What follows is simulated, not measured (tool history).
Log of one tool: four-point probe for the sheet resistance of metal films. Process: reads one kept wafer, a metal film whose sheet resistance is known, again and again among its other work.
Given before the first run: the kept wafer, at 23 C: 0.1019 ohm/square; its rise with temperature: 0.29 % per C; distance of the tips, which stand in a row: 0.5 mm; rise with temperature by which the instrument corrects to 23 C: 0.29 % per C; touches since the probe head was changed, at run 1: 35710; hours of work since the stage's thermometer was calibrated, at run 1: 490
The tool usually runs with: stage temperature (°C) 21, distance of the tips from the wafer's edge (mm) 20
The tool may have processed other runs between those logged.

| run | day | stage temperature (°C) | distance of the tips from the wafer's edge (mm) | touches since the probe head was changed | hours of work since the stage's thermometer was calibrated | sheet resistance as the instrument gives it (ohm/square) |
|---|---|---|---|---|---|---|
| 1 | 0.000 | 21 | 20 | 35710 | 490 | 0.101888 |
| 2 | 1.242 | 21 | 20 | 36758 | 512 | 0.101941 |
| 3 | 1.792 | 25 | 20 | 37221 | 522 | 0.101909 |
| 4 | 2.896 | 22 | 20 | 38151 | 541 | 0.101883 |
| 5 | 3.533 | 22 | 20 | 38689 | 553 | 0.101925 |
| 6 | 4.396 | 21 | 20 | 39415 | 568 | 0.101908 |
| 7 | 5.175 | 21 | 20 | 40072 | 582 | 0.101912 |
| 8 | 5.896 | 21 | 20 | 40681 | 595 | 0.101968 |
| 9 | 6.496 | 21 | 20 | 41187 | 606 | 0.101914 |
| 10 | 7.667 | 21 | 9 | 42174 | 627 | 0.102076 |
| 11 | 8.721 | 21 | 5 | 43061 | 646 | 0.102507 |
| 12 | 9.492 | 21 | 5 | 43710 | 660 | 0.102459 |
| 13 | 10.158 | 28 | 20 | 44274 | 672 | 0.101966 |
| 14 | 11.138 | 28 | 20 | 45099 | 689 | 0.101976 |
| 15 | 12.208 | 21 | 20 | 46003 | 708 | 0.101974 |
| 16 | 12.979 | 33 | 20 | 46650 | 722 | 0.101990 |
| 17 | 14.021 | 33 | 20 | 47531 | 741 | 0.101982 |
| 18 | 14.971 | 21 | 20 | 48330 | 758 | 0.102008 |
| 19 | 16.183 | 21 | 20 | 49353 | 779 | 0.102014 |
| 20 | 17.262 | 21 | 20 | 50262 | 799 | 0.102016 |
| 21 | 18.146 | 28 | 20 | 51008 | 815 | 0.102030 |
| 22 | 19.217 | 32 | 20 | 51911 | 834 | 0.102088 |
| 23 | 19.867 | 32 | 20 | 52459 | 845 | 0.102038 |
| 24 | 20.962 | 32 | 20 | 53381 | 865 | 0.102092 |
| 25 | 21.588 | 25 | 5 | 53910 | 876 | 0.102568 |
| 26 | 22.488 | 29 | 24 | 54666 | 892 | 0.102146 |
| 27 | 23.583 | 20 | 4 | 55591 | 912 | 0.102918 |
| 28 | 24.688 | 20 | 4 | 56520 | 932 | 0.102966 |
| 29 | 25.817 | 31 | 25 | 57474 | 952 | 0.102099 |
| 30 | 27.025 | 26 | 30 | 58490 | 974 | 0.102106 |
| 31 | 28.267 | 19 | 4 | 59538 | 996 | 0.102938 |
| 32 | 29.250 | 34 | 18 | 60368 | 1013 | 0.102119 |
| 33 | 29.938 | 21 | 12 | 60948 | 1026 | 0.102186 |
| 34 | 31.221 | 34 | 11 | 62029 | 1049 | 0.102235 |
| 35 | 32.438 | 21 | 5 | 63054 | 1070 | 0.102690 |
| 36 | 33.217 | 28 | 12 | 63710 | 1084 | 0.102261 |
| 37 | 33.954 | 29 | 20 | 64335 | 1098 | 0.102222 |
| 38 | 34.908 | 24 | 15 | 65138 | 1115 | 0.102260 |
| 39 | 35.442 | 24 | 15 | 65588 | 1124 | 0.102238 |
| 40 | 36.246 | 24 | 15 | 66265 | 1139 | 0.102239 |
| 41 | 36.933 | 24 | 15 | 66843 | 1151 | 0.102203 |
| 42 | 37.733 | 33 | 43 | 67518 | 1165 | 0.102224 |
| 43 | 38.300 | 20 | 20 | 67998 | 1175 | 0.102236 |
| 44 | 39.017 | 22 | 20 | 68601 | 1188 | 0.102213 |
| 45 | 40.021 | 26 | 20 | 69447 | 1206 | 0.102211 |
| 46 | 40.912 | 33 | 66 | 70198 | 1222 | 0.102195 |

Each row is a separate what-if for the run after 46, all from the same tool condition, not one after another. Results?
| A | 42.000 | 32 | 20 | 71115 | 1242 | ? |
| B | 42.000 | 20 | 3 | 71115 | 1242 | ? |
| C | 42.000 | 25 | 66 | 71115 | 1242 | ? |

| run | sheet resistance as the instrument gives it (ohm/square) |
|---|---|
| A | 0.102237 |
| B | 0.103731 |
| C | 0.102214 |
Had the tool no hidden state, the same runs would have come out as:
| run | sheet resistance as the instrument gives it (ohm/square) |
|---|---|
| A | 0.101924 |
| B | 0.103411 |
| C | 0.101899 |
